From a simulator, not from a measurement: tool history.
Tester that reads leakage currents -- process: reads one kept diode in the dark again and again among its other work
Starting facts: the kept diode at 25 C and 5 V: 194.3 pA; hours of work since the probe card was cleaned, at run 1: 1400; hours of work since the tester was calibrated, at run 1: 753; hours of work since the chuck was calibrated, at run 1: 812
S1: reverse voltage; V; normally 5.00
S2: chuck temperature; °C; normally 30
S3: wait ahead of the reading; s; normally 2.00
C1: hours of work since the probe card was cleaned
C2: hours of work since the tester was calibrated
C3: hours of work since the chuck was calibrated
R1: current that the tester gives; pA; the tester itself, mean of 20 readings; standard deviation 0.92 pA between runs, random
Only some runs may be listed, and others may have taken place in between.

Run 1, hour 0.0: usual settings; C1 1400; C2 753; C3 812. Result: R1 306.99 pA.
Run 2, hour 31.5: usual settings; C1 1416; C2 768; C3 827. Result: R1 306.11 pA.
Run 3, hour 51.4: usual settings but S1 5.98 V; C1 1425; C2 778; C3 837. Result: R1 339.15 pA.
Run 4, hour 79.0: usual settings; C1 1439; C2 792; C3 850. Result: R1 306.12 pA.
Run 5, hour 103.6: usual settings but S2 47 °C; C1 1451; C2 804; C3 863. Result: R1 1294.51 pA.
Run 6, hour 121.8: usual settings but S2 47 °C; C1 1460; C2 813; C3 871. Result: R1 1289.96 pA.
Run 7, hour 161.9: usual settings but S3 0.34 s; C1 1480; C2 832; C3 891. Result: R1 308.14 pA.
Run 8, hour 199.1: usual settings but S2 25 °C; C1 1498; C2 851; C3 909. Result: R1 194.36 pA.
Run 9, hour 222.4: usual settings but S2 25 °C; C1 1509; C2 862; C3 921. Result: R1 194.94 pA.
Run 10, hour 243.6: usual settings but S2 25 °C; C1 1520; C2 872; C3 931. Result: R1 193.98 pA.
Run 11, hour 265.2: usual settings but S2 25 °C; C1 1530; C2 883; C3 942. Result: R1 194.28 pA.
Run 12, hour 309.5: usual settings but S2 25 °C; C1 1552; C2 905; C3 964. Result: R1 194.18 pA.
Run 13, hour 339.0: usual settings but S2 24 °C; C1 1566; C2 919; C3 978. Result: R1 177.44 pA.
Run 14, hour 381.8: usual settings but S2 24 °C; C1 1587; C2 940; C3 999. Result: R1 176.69 pA.
Run 15, hour 400.7: usual settings but S1 4.59 V; C1 1597; C2 950; C3 1008. Result: R1 291.51 pA.
Run 16, hour 438.9: usual settings; C1 1616; C2 968; C3 1027. Result: R1 305.95 pA.
Run 17, hour 465.2: usual settings but S2 41 °C; C1 1628; C2 981; C3 1040. Result: R1 794.84 pA.
Run 18, hour 492.2: usual settings but S1 2.84 V, S3 9.13 s; C1 1642; C2 994; C3 1053. Result: R1 224.24 pA.
Run 19, hour 528.8: usual settings but S1 3.11 V, S3 0.47 s; C1 1660; C2 1012; C3 1071. Result: R1 237.18 pA.
Run 20, hour 553.8: usual settings but S1 1.80 V, S2 21 °C, S3 6.15 s; C1 1672; C2 1025; C3 1083. Result: R1 76.22 pA.
Run 21, hour 593.4: usual settings but S1 1.80 V, S2 21 °C, S3 6.15 s; C1 1691; C2 1044; C3 1103. Result: R1 76.24 pA.
Run 22, hour 618.7: usual settings but S1 5.67 V, S2 27 °C, S3 4.30 s; C1 1704; C2 1057; C3 1115. Result: R1 250.49 pA.
Run 23, hour 645.7: usual settings but S1 1.23 V, S2 44 °C, S3 4.30 s; C1 1717; C2 1070; C3 1129. Result: R1 470.79 pA.
Run 24, hour 674.4: usual settings but S1 1.23 V, S2 44 °C, S3 4.30 s; C1 1731; C2 1084; C3 1143. Result: R1 472.51 pA.
Run 25, hour 694.8: usual settings but S1 6.17 V, S2 49 °C; C1 1741; C2 1094; C3 1153. Result: R1 1705.82 pA.
Run 26, hour 724.9: usual settings but S1 6.17 V, S2 49 °C; C1 1756; C2 1109; C3 1167. Result: R1 1704.65 pA.
Run 27, hour 764.7: usual settings but S1 6.17 V, S2 49 °C; C1 1775; C2 1128; C3 1187. Result: R1 1707.70 pA.
Run 28, hour 796.0: usual settings but S1 6.17 V, S2 49 °C; C1 1791; C2 1144; C3 1202. Result: R1 1699.99 pA.
Run 29, hour 814.6: usual settings but S1 4.38 V; C1 1800; C2 1153; C3 1212. Result: R1 285.33 pA.
Run 30, hour 851.4: usual settings but S1 7.59 V, S2 31 °C, S3 0.33 s; C1 1818; C2 1171; C3 1230. Result: R1 424.45 pA.
Run 31, hour 878.1: usual settings but S1 7.59 V, S2 31 °C, S3 0.33 s; C1 1831; C2 1184; C3 1243. Result: R1 425.56 pA.
Run 32, hour 915.1: usual settings but S1 1.41 V; C1 1849; C2 1202; C3 1261. Result: R1 152.87 pA.
Run 33, hour 958.7: usual settings but S1 8.02 V, S2 32 °C; C1 1871; C2 1223; C3 1282. Result: R1 474.62 pA.

4 options for the next run, each taken on its own from the tool as it stands now. Forecast them:
Run A, hour 980.2: usual settings but S1 1.02 V, S2 32 °C, S3 1.86 s; C1 1881; C2 1234; C3 1293. Result: R1 ?.
Run B, hour 980.2: usual settings but S1 7.54 V, S2 57 °C; C1 1881; C2 1234; C3 1293. Result: R1 ?.
Run C, hour 980.2: usual settings but S1 8.02 V, S2 32 °C; C1 1881; C2 1234; C3 1293. Result: R1 ?.
Run D, hour 980.2: usual settings but S1 12.80 V, S2 34 °C; C1 1881; C2 1234; C3 1293. Result: R1 ?.

run       R1
  A   153.76
  B  3538.21
  C   475.63
  D   733.71
With no hidden state in the tool, these same runs would have given:
run       R1
  A   154.12
  B  3545.35
  C   476.64
  D   735.24

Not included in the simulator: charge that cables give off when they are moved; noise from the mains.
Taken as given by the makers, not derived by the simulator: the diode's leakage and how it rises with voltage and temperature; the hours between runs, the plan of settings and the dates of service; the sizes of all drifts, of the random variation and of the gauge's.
